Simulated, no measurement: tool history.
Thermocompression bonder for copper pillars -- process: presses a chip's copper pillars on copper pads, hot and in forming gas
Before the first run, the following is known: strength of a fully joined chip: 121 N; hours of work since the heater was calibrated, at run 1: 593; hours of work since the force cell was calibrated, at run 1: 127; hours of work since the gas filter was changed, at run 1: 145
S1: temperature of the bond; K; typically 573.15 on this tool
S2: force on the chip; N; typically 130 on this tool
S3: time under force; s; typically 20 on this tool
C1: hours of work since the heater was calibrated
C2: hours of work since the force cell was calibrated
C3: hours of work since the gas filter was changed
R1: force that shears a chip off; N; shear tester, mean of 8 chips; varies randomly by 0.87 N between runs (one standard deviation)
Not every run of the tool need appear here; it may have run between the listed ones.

run 1 hour=0.0 | S1=573.15 S2=130 S3=20 | C1=593 C2=127 C3=145 | R1=75.1
run 2 hour=7.2 | S1=598.15 S2=130 S3=20 | C1=597 C2=131 C3=149 | R1=94.3
run 3 hour=17.8 | S1=573.15 S2=130 S3=20 | C1=603 C2=136 C3=155 | R1=73.7
run 4 hour=23.4 | S1=594.15 S2=130 S3=20 | C1=606 C2=139 C3=158 | R1=91.8
run 5 hour=28.5 | S1=594.15 S2=130 S3=20 | C1=608 C2=142 C3=160 | R1=91.6
run 6 hour=37.6 | S1=594.15 S2=130 S3=20 | C1=613 C2=147 C3=165 | R1=93.2
run 7 hour=44.7 | S1=594.15 S2=130 S3=20 | C1=617 C2=150 C3=169 | R1=90.2
run 8 hour=51.9 | S1=594.15 S2=130 S3=20 | C1=621 C2=154 C3=173 | R1=90.1
run 9 hour=62.0 | S1=594.15 S2=130 S3=20 | C1=626 C2=159 C3=178 | R1=90.8
run 10 hour=71.4 | S1=594.15 S2=130 S3=20 | C1=631 C2=164 C3=183 | R1=90.2
run 11 hour=81.0 | S1=573.15 S2=130 S3=31 | C1=636 C2=169 C3=188 | R1=85.0
run 12 hour=88.9 | S1=586.15 S2=130 S3=20 | C1=640 C2=174 C3=192 | R1=85.6
run 13 hour=100.2 | S1=586.15 S2=130 S3=20 | C1=646 C2=180 C3=198 | R1=82.7
run 14 hour=105.8 | S1=573.15 S2=176 S3=20 | C1=649 C2=182 C3=201 | R1=87.9
run 15 hour=114.9 | S1=573.15 S2=176 S3=20 | C1=654 C2=187 C3=206 | R1=86.0
run 16 hour=126.2 | S1=573.15 S2=171 S3=20 | C1=660 C2=193 C3=212 | R1=87.2
run 17 hour=136.3 | S1=573.15 S2=171 S3=20 | C1=665 C2=199 C3=217 | R1=86.7
run 18 hour=141.8 | S1=573.15 S2=171 S3=20 | C1=668 C2=201 C3=220 | R1=85.9
run 19 hour=148.0 | S1=560.15 S2=188 S3=28 | C1=671 C2=205 C3=223 | R1=86.8
run 20 hour=157.3 | S1=560.15 S2=188 S3=28 | C1=676 C2=210 C3=228 | R1=85.1
run 21 hour=166.2 | S1=580.15 S2=180 S3=20 | C1=681 C2=214 C3=233 | R1=93.5
run 22 hour=175.7 | S1=600.15 S2=110 S3=20 | C1=686 C2=219 C3=238 | R1=89.0
run 23 hour=183.0 | S1=553.15 S2=169 S3=20 | C1=690 C2=223 C3=242 | R1=68.9
run 24 hour=191.1 | S1=573.15 S2=111 S3=13 | C1=694 C2=227 C3=246 | R1=56.9
run 25 hour=197.7 | S1=573.15 S2=111 S3=13 | C1=697 C2=231 C3=249 | R1=60.2
run 26 hour=204.6 | S1=573.15 S2=111 S3=13 | C1=701 C2=234 C3=253 | R1=59.3
run 27 hour=211.3 | S1=595.15 S2=106 S3=12 | C1=705 C2=238 C3=257 | R1=71.6
run 28 hour=219.3 | S1=595.15 S2=106 S3=12 | C1=709 C2=242 C3=261 | R1=72.9
run 29 hour=228.8 | S1=595.15 S2=106 S3=12 | C1=714 C2=247 C3=266 | R1=73.2
run 30 hour=236.9 | S1=583.15 S2=123 S3=14 | C1=718 C2=251 C3=270 | R1=72.1
run 31 hour=242.9 | S1=573.15 S2=115 S3=20 | C1=721 C2=255 C3=273 | R1=69.3
run 32 hour=251.8 | S1=603.15 S2=130 S3=38 | C1=726 C2=259 C3=278 | R1=104.8
run 33 hour=261.4 | S1=603.15 S2=130 S3=38 | C1=731 C2=264 C3=283 | R1=105.7
run 34 hour=266.5 | S1=579.15 S2=108 S3=20 | C1=734 C2=267 C3=286 | R1=72.3
run 35 hour=272.6 | S1=562.15 S2=108 S3=20 | C1=737 C2=270 C3=289 | R1=58.9
run 36 hour=278.6 | S1=549.15 S2=128 S3=58 | C1=740 C2=273 C3=292 | R1=76.0

Below are 5 alternative next runs, each starting from the tool's condition after run 36. Predict each:
run A hour=289.1 | S1=600.15 S2=133 S3=58 | C1=746 C2=279 C3=298 | R1=?
run B hour=289.1 | S1=595.15 S2=130 S3=44 | C1=746 C2=279 C3=298 | R1=?
run C hour=289.1 | S1=594.15 S2=87 S3=20 | C1=746 C2=279 C3=298 | R1=?
run D hour=289.1 | S1=570.15 S2=82 S3=35 | C1=746 C2=279 C3=298 | R1=?
run E hour=289.1 | S1=566.15 S2=130 S3=20 | C1=746 C2=279 C3=298 | R1=?

run=A R1=112.4
run=B R1=104.8
run=C R1=74.2
run=D R1=66.2
run=E R1=69.8
With no hidden state in the tool, these same runs would have given:
run=A R1=111.8
run=B R1=103.1
run=C R1=70.6
run=D R1=62.2
run=E R1=65.8
